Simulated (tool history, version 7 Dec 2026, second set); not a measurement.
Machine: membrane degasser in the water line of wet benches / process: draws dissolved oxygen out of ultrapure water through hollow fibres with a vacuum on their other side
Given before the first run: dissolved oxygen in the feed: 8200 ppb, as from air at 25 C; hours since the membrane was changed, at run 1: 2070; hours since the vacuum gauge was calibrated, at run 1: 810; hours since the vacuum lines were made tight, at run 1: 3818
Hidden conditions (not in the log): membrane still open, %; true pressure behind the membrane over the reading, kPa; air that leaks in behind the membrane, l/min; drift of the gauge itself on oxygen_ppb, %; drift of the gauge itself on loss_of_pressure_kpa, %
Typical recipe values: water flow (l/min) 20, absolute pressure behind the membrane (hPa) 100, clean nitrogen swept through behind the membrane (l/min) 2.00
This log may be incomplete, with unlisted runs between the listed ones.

run    hour  water flow (l/min)  absolute pressure behind the membrane (hPa)  clean nitrogen swept through behind the membrane (l/min)  hours since the membrane was changed  hours since the vacuum gauge was calibrated  hours since the vacuum lines were made tight  dissolved oxygen in the water behind the degasser (ppb)  pressure that the water loses in the fibres (hPa)
  1     0.0                  20                                          100                                                      2.00                                  2070                                          810                                          3818                                                    327.1                                              615.0
  2    55.4                  20                                          100                                                      2.00                                  2126                                          865                                          3874                                                    329.2                                              610.8
  3   100.5                  20                                          100                                                      2.00                                  2171                                          911                                          3919                                                    325.0                                              612.4
  4   154.8                  20                                          100                                                      2.00                                  2225                                          965                                          3973                                                    329.0                                              613.3
  5   232.9                  20                                          100                                                      2.00                                  2303                                         1043                                          4051                                                    326.6                                              610.4
  6   282.5                  20                                          100                                                      2.00                                  2353                                         1093                                          4101                                                    334.6                                              615.5
  7   354.9                  20                                          100                                                      4.03                                  2425                                         1165                                          4173                                                    254.0                                              615.1
  8   390.1                  20                                          100                                                      4.03                                  2460                                         1200                                          4208                                                    254.6                                              615.2
  9   447.2                  20                                          100                                                      4.03                                  2517                                         1257                                          4265                                                    250.7                                              609.7
 10   482.5                  20                                          230                                                      2.00                                  2553                                         1293                                          4301                                                    605.8                                              614.9
 11   548.4                  20                                          230                                                      2.00                                  2619                                         1358                                          4367                                                    600.5                                              615.4
 12   583.4                  32                                          171                                                      1.74                                  2654                                         1393                                          4402                                                   1065.4                                              981.8
      587.9  -- vacuum gauge calibrated
 13   641.8                  20                                          100                                                      1.07                                  2711                                           54                                          4459                                                    448.6                                              611.8
 14   675.3                  20                                           63                                                      1.07                                  2745                                           87                                          4493                                                    301.8                                              617.9
 15   752.4                  22                                           63                                                      1.07                                  2822                                          164                                          4570                                                    369.1                                              679.6
 16   793.4                  20                                           80                                                      0.82                                  2863                                          205                                          4611                                                    427.6                                              615.4
      822.3  -- vacuum gauge calibrated, once more
 17   835.7                  20                                           71                                                      5.03                                  2905                                           13                                          4653                                                    214.1                                              612.8
 18   913.5                  20                                           71                                                      5.03                                  2983                                           91                                          4731                                                    214.8                                              616.2
 19   983.8                  26                                           73                                                      5.03                                  3053                                          161                                          4801                                                    424.1                                              795.2
 20  1059.8                  13                                           83                                                      4.08                                  3129                                          238                                          4877                                                     77.4                                              405.4

Below, some changes in dissolved oxygen in the water behind the degasser (ppb) between adjacent runs. For each, the amount present without the hidden state too (settings, incoming material, random variation) and the amount remaining for the hidden state with gauge scatter not shared by both compared results:
Run 11 -> 12: water flow (l/min) 20 -> 32, absolute pressure behind the membrane (hPa) 230 -> 171, clean nitrogen swept through behind the membrane (l/min) 2.00 -> 1.74. dissolved oxygen in the water behind the degasser (ppb) +464.9: hidden state +15.2, all else +449.7.
Run 12 -> 13: water flow (l/min) 32 -> 20, absolute pressure behind the membrane (hPa) 171 -> 100, clean nitrogen swept through behind the membrane (l/min) 1.74 -> 1.07, vacuum gauge calibrated. dissolved oxygen in the water behind the degasser (ppb) -616.8: hidden state -15.3, all else -601.5.
Run 19 -> 20: water flow (l/min) 26 -> 13, absolute pressure behind the membrane (hPa) 73 -> 83, clean nitrogen swept through behind the membrane (l/min) 5.03 -> 4.08. dissolved oxygen in the water behind the degasser (ppb) -346.7: hidden state -22.2, all else -324.5.
